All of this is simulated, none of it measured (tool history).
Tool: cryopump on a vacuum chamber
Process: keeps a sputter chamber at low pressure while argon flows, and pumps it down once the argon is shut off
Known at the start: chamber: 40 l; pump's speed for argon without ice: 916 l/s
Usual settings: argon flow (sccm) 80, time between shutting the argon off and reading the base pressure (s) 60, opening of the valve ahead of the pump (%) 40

run,hour,argon flow (sccm),time between shutting the argon off and reading the base pressure (s),opening of the valve ahead of the pump (%),pressure while argon flows (Pa),pressure after the wait (uPa)
1,0,80,60,40,0.4057,3.36
2,51.1,80,60,40,0.4042,3.49
3,104,80,60,40,0.4089,3.56
4,170.1,111,60,40,0.5676,3.69
5,217.7,111,60,33,0.6772,3.72
6,257,111,60,33,0.6788,3.83
7,312.3,80,60,40,0.4161,3.94
8,368.1,80,60,40,0.4178,4.06
9,416.1,80,60,40,0.4205,4.07
10,468.2,80,60,40,0.4204,4.21
11,536.1,80,60,40,0.4221,4.19
# hour 583.1: pump warmed up, emptied and cooled again
12,621.8,80,60,40,0.3708,3.57
13,693,80,60,40,0.3735,3.65
14,727.3,80,60,27,0.5557,3.81
15,785.2,80,60,27,0.55,3.89
16,850.1,80,60,40,0.3759,3.89
17,901,80,60,40,0.3749,3.89
18,938.9,80,60,40,0.3776,3.97
19,1000.1,80,60,40,0.3775,4.13
20,1035.9,52,69,16,0.6098,4.05
# hour 1069.7: leaking fittings of the chamber tightened, without venting
21,1077,80,51,18,0.8335,1.9

Forecast run 22:
22,1112.1,54,24,40,?,?

{"run 22": {"pressure while argon flows (Pa)": 0.2571, "pressure after the wait (uPa)": 3.6}}
Without the tool's hidden state the same run would have given pressure while argon flows (Pa) 0.2484, pressure after the wait (uPa) 3.53.
